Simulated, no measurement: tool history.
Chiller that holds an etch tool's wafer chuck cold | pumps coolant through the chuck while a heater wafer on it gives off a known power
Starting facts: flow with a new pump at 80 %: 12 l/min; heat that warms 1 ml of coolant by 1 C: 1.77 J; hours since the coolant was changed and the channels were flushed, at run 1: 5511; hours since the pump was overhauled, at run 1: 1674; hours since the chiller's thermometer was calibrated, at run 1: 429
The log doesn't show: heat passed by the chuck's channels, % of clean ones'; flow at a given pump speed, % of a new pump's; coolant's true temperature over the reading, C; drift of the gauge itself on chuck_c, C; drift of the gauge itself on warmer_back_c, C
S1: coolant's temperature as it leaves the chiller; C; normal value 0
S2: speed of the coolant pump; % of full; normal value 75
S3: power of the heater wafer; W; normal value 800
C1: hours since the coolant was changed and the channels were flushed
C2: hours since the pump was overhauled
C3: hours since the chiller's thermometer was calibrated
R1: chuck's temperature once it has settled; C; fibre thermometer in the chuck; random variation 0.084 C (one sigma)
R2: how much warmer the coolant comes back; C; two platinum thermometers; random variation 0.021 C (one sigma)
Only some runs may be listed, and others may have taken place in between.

Run 1, hour 0: usual settings; C1 5511; C2 1674; C3 429. Result: R1 6.69 C, R2 2.49 C.
Run 2, hour 63.3: usual settings; C1 5574; C2 1738; C3 492. Result: R1 6.8 C, R2 2.52 C.
Run 3, hour 95.2: usual settings; C1 5606; C2 1770; C3 524. Result: R1 6.72 C, R2 2.49 C.
Run 4, hour 151.5: usual settings but S3 676 W; C1 5663; C2 1826; C3 580. Result: R1 5.7 C, R2 2.1 C.
Run 5, hour 183.2: usual settings but S3 676 W; C1 5694; C2 1858; C3 612. Result: R1 5.78 C, R2 2.13 C.
Run 6, hour 236.2: usual settings but S3 676 W; C1 5747; C2 1911; C3 665. Result: R1 5.73 C, R2 2.08 C.
Run 7, hour 270.5: usual settings but S3 676 W; C1 5782; C2 1945; C3 699. Result: R1 5.74 C, R2 2.12 C.
Run 8, hour 319.3: usual settings but S2 78 % of full; C1 5830; C2 1994; C3 748. Result: R1 6.62 C, R2 2.43 C.
Run 9, hour 373.6: usual settings but S2 78 % of full; C1 5885; C2 2048; C3 802. Result: R1 6.54 C, R2 2.4 C.
Run 10, hour 440.4: usual settings; C1 5952; C2 2115; C3 869. Result: R1 6.93 C, R2 2.47 C.
Run 11, hour 467.5: usual settings but S1 3 C; C1 5979; C2 2142; C3 896. Result: R1 9.75 C, R2 2.46 C.
Run 12, hour 518.7: usual settings but S1 3 C, S2 62 % of full; C1 6030; C2 2193; C3 947. Result: R1 10.89 C, R2 3.11 C.
Run 13, hour 568: usual settings but S1 3 C, S2 62 % of full, S3 696 W; C1 6079; C2 2242; C3 997. Result: R1 9.82 C, R2 2.71 C.
Run 14, hour 596.4: usual settings but S1 3 C, S2 62 % of full, S3 696 W; C1 6107; C2 2271; C3 1025. Result: R1 9.77 C, R2 2.68 C.
Run 15, hour 624.2: usual settings; C1 6135; C2 2299; C3 1053. Result: R1 6.93 C, R2 2.51 C.
Run 16, hour 671.6: usual settings but S2 79 % of full; C1 6183; C2 2346; C3 1100. Result: R1 6.47 C, R2 2.35 C.
Run 17, hour 718.5: usual settings but S2 65 % of full; C1 6230; C2 2393; C3 1147. Result: R1 7.84 C, R2 2.96 C.
Run 18, hour 758.9: usual settings but S1 -2 C, S2 94 % of full, S3 595 W; C1 6270; C2 2433; C3 1188. Result: R1 2.37 C, R2 1.5 C.
Run 19, hour 823.9: usual settings but S1 -2 C, S2 82 % of full, S3 581 W; C1 6335; C2 2498; C3 1253. Result: R1 2.79 C, R2 1.67 C.
Run 20, hour 883.1: usual settings but S1 -9 C, S3 413 W; C1 6394; C2 2557; C3 1312. Result: R1 -5.37 C, R2 1.35 C.
Run 21, hour 926: usual settings but S2 88 % of full, S3 666 W; C1 6437; C2 2600; C3 1355. Result: R1 5.22 C, R2 1.76 C.
Run 22, hour 955.4: usual settings but S2 88 % of full, S3 666 W; C1 6467; C2 2630; C3 1384. Result: R1 5.24 C, R2 1.77 C.
Run 23, hour 999.3: usual settings but S2 68 % of full, S3 1042 W; C1 6510; C2 2674; C3 1428. Result: R1 9.68 C, R2 3.64 C.
Run 24, hour 1061.5: usual settings but S1 -1 C, S3 1080 W; C1 6573; C2 2736; C3 1490. Result: R1 8.48 C, R2 3.43 C.
Run 25, hour 1096.6: usual settings but S2 67 % of full, S3 554 W; C1 6608; C2 2771; C3 1525. Result: R1 5.41 C, R2 1.94 C.
Run 26, hour 1163.2: usual settings but S2 67 % of full, S3 554 W; C1 6674; C2 2838; C3 1592. Result: R1 5.36 C, R2 1.96 C.
Run 27, hour 1208.3: usual settings but S1 8 C, S2 92 % of full, S3 1031 W; C1 6719; C2 2883; C3 1637. Result: R1 15.9 C, R2 2.58 C.
Run 28, hour 1242: usual settings but S1 8 C, S2 92 % of full, S3 1031 W; C1 6753; C2 2916; C3 1671. Result: R1 15.74 C, R2 2.64 C.
Run 29, hour 1274.2: usual settings but S1 8 C, S2 92 % of full, S3 1031 W; C1 6785; C2 2949; C3 1703. Result: R1 15.93 C, R2 2.59 C.
Run 30, hour 1312: usual settings but S2 72 % of full, S3 918 W; C1 6823; C2 2986; C3 1741. Result: R1 8.46 C, R2 3.03 C.
Run 31, hour 1363.2: usual settings but S1 2 C, S2 86 % of full, S3 769 W; C1 6874; C2 3037; C3 1792. Result: R1 8.3 C, R2 2.09 C.
Run 32, hour 1401.2: usual settings but S1 2 C, S2 83 % of full, S3 492 W; C1 6912; C2 3076; C3 1830. Result: R1 5.95 C, R2 1.4 C.

Alternative continuations, all from the tool just after run 32; predict every row:
Run A, hour 1450.1: usual settings but S1 2 C, S2 85 % of full, S3 1095 W; C1 6961; C2 3124; C3 1879. Result: R1 ?, R2 ?.
Run B, hour 1450.1: usual settings but S1 8 C, S2 79 % of full, S3 437 W; C1 6961; C2 3124; C3 1879. Result: R1 ?, R2 ?.
Run C, hour 1450.1: usual settings but S1 5 C, S2 77 % of full, S3 774 W; C1 6961; C2 3124; C3 1879. Result: R1 ?, R2 ?.

run     R1    R2
  A   10.9  3.04
  B  11.76  1.31
  C  11.66  2.36
Had the tool no hidden state, the same runs would have come out as:
run     R1    R2
  A    9.3   2.9
  B  11.04  1.25
  C  10.44  2.25
